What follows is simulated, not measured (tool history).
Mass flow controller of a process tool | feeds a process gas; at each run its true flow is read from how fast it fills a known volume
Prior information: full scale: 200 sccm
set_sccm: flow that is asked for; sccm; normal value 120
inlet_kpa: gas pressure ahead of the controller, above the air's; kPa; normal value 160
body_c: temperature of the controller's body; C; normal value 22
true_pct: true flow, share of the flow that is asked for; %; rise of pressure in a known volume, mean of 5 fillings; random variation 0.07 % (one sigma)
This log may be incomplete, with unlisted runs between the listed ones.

run,hour,set_sccm,inlet_kpa,body_c,true_pct
1,0,120,160,22,98.89
2,215.7,96,160,22,99.09
3,410.7,96,160,22,99.02
# hour 695.3: controller exchanged for a calibrated one
4,695.3,120,160,25,99.52
5,975.8,120,160,22,99.4
6,1168.5,120,172,22,99.6
7,1434.4,83,160,22,99.32
8,1609.4,120,160,21,99.64
9,1857.7,120,160,21,99.67
10,2112.8,120,160,21,99.89
11,2442.9,120,160,21,99.94
12,2816.4,120,160,21,100.36
13,3058.6,136,160,22,100.4
14,3275,136,160,22,100.52

Expected results for the next run?
15,3647.4,51,207,22,?

{"run 15": {"true_pct": 100.46}}
Had the tool carried no hidden state, the very same run would have given true_pct 98.89 %.

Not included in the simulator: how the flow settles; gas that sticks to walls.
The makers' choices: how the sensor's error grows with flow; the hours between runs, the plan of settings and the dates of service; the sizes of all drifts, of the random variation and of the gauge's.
